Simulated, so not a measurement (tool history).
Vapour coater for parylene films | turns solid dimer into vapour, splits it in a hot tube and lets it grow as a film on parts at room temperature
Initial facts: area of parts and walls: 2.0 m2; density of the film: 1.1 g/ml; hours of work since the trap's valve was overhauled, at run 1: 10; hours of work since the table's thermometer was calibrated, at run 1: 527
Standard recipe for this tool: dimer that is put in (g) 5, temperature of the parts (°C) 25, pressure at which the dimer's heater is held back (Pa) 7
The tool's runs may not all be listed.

run   hour  dimer that is put in (g)  temperature of the parts (°C)  pressure at which the dimer's heater is held back (Pa)  hours of work since the trap's valve was overhauled  hours of work since the table's thermometer was calibrated  thickness of the film (um)
  1      0                         5                             25                                                       7                                                   10                                                         527                        1.66
  2   26.2                         5                             25                                                       7                                                   27                                                         545                        1.62
  3   49.2                         5                             33                                                       7                                                   43                                                         561                         1.1
  4   86.5                         5                             25                                                    5.43                                                   68                                                         586                         1.6
  5  116.7                         5                             32                                                    5.43                                                   89                                                         606                        1.08
  6  155.7                         5                             32                                                    5.43                                                  115                                                         633                         1.1
  7  196.2                         5                             32                                                    5.43                                                  142                                                         660                        1.12
  8  219.5                         5                             32                                                       7                                                  158                                                         676                        1.05
  9  268.7                         5                             28                                                    2.53                                                  191                                                         709                         1.4
 10  290.6                         5                             19                                                       7                                                  206                                                         724                        1.93
 11  331.5                         5                             19                                                       7                                                  234                                                         751                        1.91
     354.6  -- trap's valve overhauled
 12  370.6                         3                             37                                                       7                                                   11                                                         775                        0.49
 13  420.1                         2                             23                                                    3.47                                                   44                                                         809                        0.74
 14  468.8                         4                             23                                                    3.47                                                   77                                                         842                        1.46
 15  511.6                         8                             35                                                    4.42                                                  106                                                         870                         1.6

3 ways to go on from here, each from the tool as it stands after run 15. What would each give?
  A  558.9                         2                             22                                                    9.25                                                  138                                                         902                           ?
  B  558.9                         3                             35                                                   10.35                                                  138                                                         902                           ?
  C  558.9                         2                             35                                                   10.45                                                  138                                                         902                           ?

run  thickness of the film (um)
  A                        0.68
  B                        0.53
  C                        0.31
Had the tool no hidden state, the same runs would have come out as:
run  thickness of the film (um)
  A                        0.75
  B                        0.59
  C                        0.35

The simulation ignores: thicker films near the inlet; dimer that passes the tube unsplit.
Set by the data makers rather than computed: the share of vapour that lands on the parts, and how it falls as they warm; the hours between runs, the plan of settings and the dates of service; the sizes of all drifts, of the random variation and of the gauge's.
